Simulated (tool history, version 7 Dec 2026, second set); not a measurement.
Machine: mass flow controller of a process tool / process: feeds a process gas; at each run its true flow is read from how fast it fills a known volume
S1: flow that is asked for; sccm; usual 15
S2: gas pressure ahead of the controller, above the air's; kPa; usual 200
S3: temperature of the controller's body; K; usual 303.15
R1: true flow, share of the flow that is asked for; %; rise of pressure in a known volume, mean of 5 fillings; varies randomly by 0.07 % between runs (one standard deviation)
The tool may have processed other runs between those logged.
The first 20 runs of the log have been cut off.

run	hour	S1	S2	S3	R1
21	2424.9	15	200	303.15	96.73
22	2525.7	15	200	303.15	96.74
23	2610.7	15	216	302.15	96.84
24	2749	26	274	303.15	97.44
25	2907.5	6	167	298.15	96.03
26	3077.3	42	222	298.15	98.05
27	3155	42	222	298.15	97.91
28	3325.1	42	222	298.15	97.91
29	3426.7	15	200	300.15	96.35
30	3539.4	31	179	309.15	96.8
31	3658	31	179	309.15	96.67
32	3754.1	31	179	309.15	96.66
33	3891.6	10	253	309.15	95.85
34	4034.1	10	253	309.15	95.76
35	4145	10	253	294.15	96.02
36	4232.6	34	154	307.15	96.52
# hour 4282.4: gauge calibrated
37	4358.4	15	234	307.15	98.07
38	4493.2	15	234	307.15	97.95
39	4564.2	47	229	310.15	99.58
40	4738.3	10	229	311.15	97.42
41	4812.7	10	229	311.15	97.48
42	4892.6	10	229	311.15	97.26
43	4979.8	10	229	311.15	97.33

What if the next run were any one of these 3? Each begins from the tool's condition after run 43:
A	5129.3	15	277	307.15	?
B	5129.3	10	274	313.15	?
C	5129.3	23	245	301.15	?

run	R1
A	97.83
B	97.32
C	98.36
Stripped of hidden state, with their random variation kept, the same runs would have yielded:
run	R1
A	98.29
B	97.79
C	98.82

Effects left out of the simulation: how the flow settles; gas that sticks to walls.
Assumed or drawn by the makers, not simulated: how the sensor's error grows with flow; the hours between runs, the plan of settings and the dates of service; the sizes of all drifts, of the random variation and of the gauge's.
